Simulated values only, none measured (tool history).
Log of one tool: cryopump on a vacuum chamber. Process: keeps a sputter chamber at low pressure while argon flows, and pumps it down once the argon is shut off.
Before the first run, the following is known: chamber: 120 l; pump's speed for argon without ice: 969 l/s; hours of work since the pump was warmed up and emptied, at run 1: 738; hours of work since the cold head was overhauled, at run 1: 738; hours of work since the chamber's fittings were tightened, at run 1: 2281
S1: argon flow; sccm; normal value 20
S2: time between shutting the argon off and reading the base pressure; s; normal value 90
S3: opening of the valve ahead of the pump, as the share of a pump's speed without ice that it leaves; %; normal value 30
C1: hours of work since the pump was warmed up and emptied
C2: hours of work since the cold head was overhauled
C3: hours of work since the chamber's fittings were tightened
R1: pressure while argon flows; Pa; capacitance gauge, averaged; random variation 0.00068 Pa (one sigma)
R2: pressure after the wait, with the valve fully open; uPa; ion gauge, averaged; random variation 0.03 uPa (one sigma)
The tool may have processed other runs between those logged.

| run | hour | S1 | S2 | S3 | C1 | C2 | C3 | R1 | R2 |
|---|---|---|---|---|---|---|---|---|---|
| 1 | 0 | 20 | 90 | 30 | 738 | 738 | 2281 | 0.1278 | 3.03 |
| 2 | 68.6 | 20 | 90 | 30 | 775 | 775 | 2317 | 0.129 | 3.14 |
| 3 | 112.5 | 20 | 90 | 30 | 798 | 798 | 2340 | 0.1303 | 3.16 |
| 4 | 146 | 20 | 90 | 16 | 816 | 816 | 2358 | 0.2309 | 3.18 |
| 5 | 218.5 | 20 | 90 | 16 | 854 | 854 | 2397 | 0.2322 | 3.3 |
| 6 | 291.8 | 20 | 39 | 30 | 893 | 893 | 2436 | 0.1311 | 4.85 |
| 7 | 351.6 | 20 | 39 | 30 | 925 | 925 | 2467 | 0.1316 | 4.91 |
| 8 | 412.9 | 20 | 39 | 30 | 958 | 958 | 2500 | 0.1316 | 5.04 |
| 9 | 459.4 | 20 | 39 | 30 | 982 | 982 | 2525 | 0.133 | 5.02 |
| 10 | 494.3 | 20 | 90 | 30 | 1001 | 1001 | 2543 | 0.1339 | 3.41 |
| 11 | 534.9 | 38 | 90 | 30 | 1022 | 1022 | 2565 | 0.2549 | 3.48 |
| 12 | 600.9 | 38 | 90 | 30 | 1057 | 1057 | 2600 | 0.2543 | 3.54 |
| 13 | 643.8 | 38 | 90 | 30 | 1080 | 1080 | 2623 | 0.2543 | 3.55 |
| 14 | 702.3 | 38 | 21 | 30 | 1111 | 1111 | 2654 | 0.2581 | 7.41 |
|  | 732.1 | pump warmed up, emptied and cooled again |
| 15 | 749.5 | 20 | 90 | 30 | 9 | 1134 | 2676 | 0.117 | 2.82 |
| 16 | 807 | 20 | 90 | 30 | 40 | 1164 | 2707 | 0.1172 | 2.85 |
| 17 | 842.7 | 20 | 90 | 30 | 59 | 1183 | 2726 | 0.1181 | 2.89 |
| 18 | 918.6 | 20 | 90 | 30 | 99 | 1224 | 2766 | 0.1183 | 2.84 |
| 19 | 988.9 | 15 | 250 | 17 | 136 | 1261 | 2803 | 0.1544 | 2.17 |
| 20 | 1059.8 | 17 | 44 | 45 | 174 | 1299 | 2841 | 0.0681 | 4.27 |
| 21 | 1102.5 | 17 | 44 | 45 | 197 | 1321 | 2864 | 0.0682 | 4.13 |
| 22 | 1135.4 | 11 | 48 | 60 | 214 | 1339 | 2881 | 0.0349 | 4.08 |
| 23 | 1195 | 12 | 90 | 31 | 246 | 1371 | 2913 | 0.0701 | 3.11 |
| 24 | 1245 | 12 | 90 | 31 | 273 | 1397 | 2940 | 0.0695 | 3.04 |
| 25 | 1315.5 | 8 | 135 | 30 | 310 | 1435 | 2977 | 0.0484 | 2.7 |
| 26 | 1388.6 | 17 | 57 | 18 | 349 | 1473 | 3016 | 0.1686 | 3.8 |
| 27 | 1425.2 | 13 | 221 | 22 | 368 | 1493 | 3035 | 0.1059 | 2.54 |
| 28 | 1493.6 | 13 | 221 | 22 | 405 | 1529 | 3072 | 0.1064 | 2.54 |
| 29 | 1563.4 | 13 | 221 | 22 | 442 | 1566 | 3109 | 0.106 | 2.5 |
| 30 | 1605.6 | 13 | 291 | 15 | 464 | 1589 | 3131 | 0.1556 | 2.47 |
| 31 | 1637.5 | 13 | 291 | 15 | 481 | 1606 | 3148 | 0.1563 | 2.5 |
| 32 | 1707.2 | 13 | 291 | 15 | 518 | 1643 | 3185 | 0.1559 | 2.51 |
| 33 | 1765.2 | 12 | 291 | 38 | 549 | 1674 | 3216 | 0.0592 | 2.64 |

4 options for the next run, each taken on its own from the tool as it stands now. Forecast them:
| A | 1829.4 | 12 | 38 | 38 | 583 | 1708 | 3250 | ? | ? |
| B | 1829.4 | 35 | 71 | 15 | 583 | 1708 | 3250 | ? | ? |
| C | 1829.4 | 20 | 90 | 42 | 583 | 1708 | 3250 | ? | ? |
| D | 1829.4 | 9 | 114 | 15 | 583 | 1708 | 3250 | ? | ? |

| run | R1 | R2 |
|---|---|---|
| A | 0.0595 | 5.06 |
| B | 0.42 | 3.85 |
| C | 0.0906 | 3.38 |
| D | 0.1082 | 3.17 |
The same runs, with their run-to-run variation unchanged, on a tool lacking any hidden condition would have given:
| run | R1 | R2 |
|---|---|---|
| A | 0.0548 | 3.09 |
| B | 0.4063 | 1.85 |
| C | 0.0828 | 1.45 |
| D | 0.1046 | 1.23 |

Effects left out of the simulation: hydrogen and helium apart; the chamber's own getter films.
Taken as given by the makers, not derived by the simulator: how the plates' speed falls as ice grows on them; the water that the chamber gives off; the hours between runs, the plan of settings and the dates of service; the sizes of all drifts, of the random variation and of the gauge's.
